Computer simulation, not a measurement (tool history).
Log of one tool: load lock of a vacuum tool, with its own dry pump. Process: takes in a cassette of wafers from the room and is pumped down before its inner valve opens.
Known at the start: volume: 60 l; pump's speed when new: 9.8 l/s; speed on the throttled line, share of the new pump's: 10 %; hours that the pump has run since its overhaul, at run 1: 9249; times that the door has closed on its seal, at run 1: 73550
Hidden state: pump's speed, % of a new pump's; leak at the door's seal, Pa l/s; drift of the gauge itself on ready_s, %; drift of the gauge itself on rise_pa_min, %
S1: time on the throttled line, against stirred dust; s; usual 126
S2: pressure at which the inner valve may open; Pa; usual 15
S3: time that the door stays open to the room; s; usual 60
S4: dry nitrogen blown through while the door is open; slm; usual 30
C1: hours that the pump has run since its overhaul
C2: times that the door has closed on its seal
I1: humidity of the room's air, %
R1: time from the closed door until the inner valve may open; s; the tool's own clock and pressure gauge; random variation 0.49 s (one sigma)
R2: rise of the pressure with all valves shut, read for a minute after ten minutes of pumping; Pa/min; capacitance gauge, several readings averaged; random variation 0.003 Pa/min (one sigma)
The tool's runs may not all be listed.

run     hour   S1  S2   S3  S4     C1     C2    I1     R1     R2
  1        0  126  15   60  30   9249  73550  43.4  167.8   0.02
  2    526.5  126  15   60  30   9776  75675  46.3  168.3  0.022
       839.1  -- door's seal changed, seat wiped
  3     1063  126  15   60  30  10311    904  48.1  167.1  0.023
      1432.2  -- dry pump taken out, an overhauled one fitted
  4   1603.7  126  15   60  30    171   3061  43.4  167.3  0.018
  5   2034.9  126  15   60  30    603   4801  46.1  167.1  0.015
  6   2485.3  126  15   60  30   1053   6619  40.2  166.7  0.018
  7   3139.7  126  15   60  30   1707   9260  46.7  168.2  0.016
  8   3469.8  126  15   60  30   2038  10592  47.8  166.7  0.018
  9   4078.1  126  15   60  30   2646  13047  43.9  168.2  0.017
 10   4707.3  126  19   60  30   3275  15586  47.9  166.9  0.021
 11   5095.7  126  19  120  30   3663  17153  46.3  166.5  0.023
 12   5657.2  126  19  120  30   4225  19419  45.9  165.6  0.028
 13   5944.6  126  19  120  30   4512  20579  47.4  166.6  0.028
 14   6480.3  117  15   60  30   5048  22741  46.9  160.3   0.02
 15   6767.1  117  15   60  17   5335  23898  43.7    159  0.023
 16   7317.3  117  15   60  17   5885  26118  46.1  160.3  0.026
 17   7707.5  117  15   60  17   6275  27693  41.4  158.8  0.025
 18   8158.6  126  21   60  30   6726  29513  45.7  165.2  0.021
 19   8680.2  126  12   82  30   7248  31618  46.7  168.7  0.022
 20   9032.6   96  15   29  30   7600  33040  46.9  140.4  0.012
 21   9580.6  126  27   40  30   8148  35252    43  164.5  0.014
 22  10120.9  126  15   99  10   8689  37432  45.3  168.4  0.044
 23  10720.1  126  15   99  10   9288  39850  45.7  167.7  0.041
 24    11336  152  21  104  29   9904  42336  44.9  189.4  0.023
 25  11999.3  152  21  104  29  10567  45012  46.1  188.8  0.027
     12107.4  -- dry pump taken out, an overhauled one fitted
 26  12521.1  180  25   38  17    414  47094  47.1  213.3  0.025
 27  13169.4  180  25   36  17   1062  49710  49.3    213  0.027
 28  13461.7  206  25   36  17   1354  50890  47.9  236.6  0.023
 29  13903.4  206  25   36  17   1796  52672  47.5  236.8  0.025
 30  14426.5  206  25  226  17   2319  54783  43.6  234.9  0.045
 31  14790.3   77  15   60  19   2683  56251  41.3  123.2  0.024
 32  15326.6  126  15  182   6   3219  58415  46.8  167.4  0.063
 33  15903.4  138  15   35   5   3796  60743  44.2  179.5  0.031
 34  16409.8  110  15   49  30   4302  62786  44.6  154.1  0.018
 35  16709.2  101  15   60  35   4602  63995  46.4  146.2  0.023
 36  17130.3  126  14  168  10   5023  65694  46.3  167.2  0.052

Forecast each of these 5 alternatives for the next run:
  A  17718.5  126  27  60  33  5611  68067  45.4   ?   ?
  B  17718.5  126  12  35  30  5611  68067  46.3   ?   ?
  C  17718.5  126  14  60  13  5611  68067  46.5   ?   ?
  D  17718.5  126  12  60  12  5611  68067  50.2   ?   ?
  E  17718.5  126  14  48   5  5611  68067    47   ?   ?

run     R1     R2
  A  164.3   0.02
  B  169.5  0.017
  C  168.1  0.028
  D  170.1  0.029
  E  168.6  0.037
Without the tool's hidden state the same runs would have given:
run     R1     R2
  A  164.3  0.018
  B  169.5  0.014
  C  168.1  0.025
  D  170.1  0.027
  E  168.6  0.034

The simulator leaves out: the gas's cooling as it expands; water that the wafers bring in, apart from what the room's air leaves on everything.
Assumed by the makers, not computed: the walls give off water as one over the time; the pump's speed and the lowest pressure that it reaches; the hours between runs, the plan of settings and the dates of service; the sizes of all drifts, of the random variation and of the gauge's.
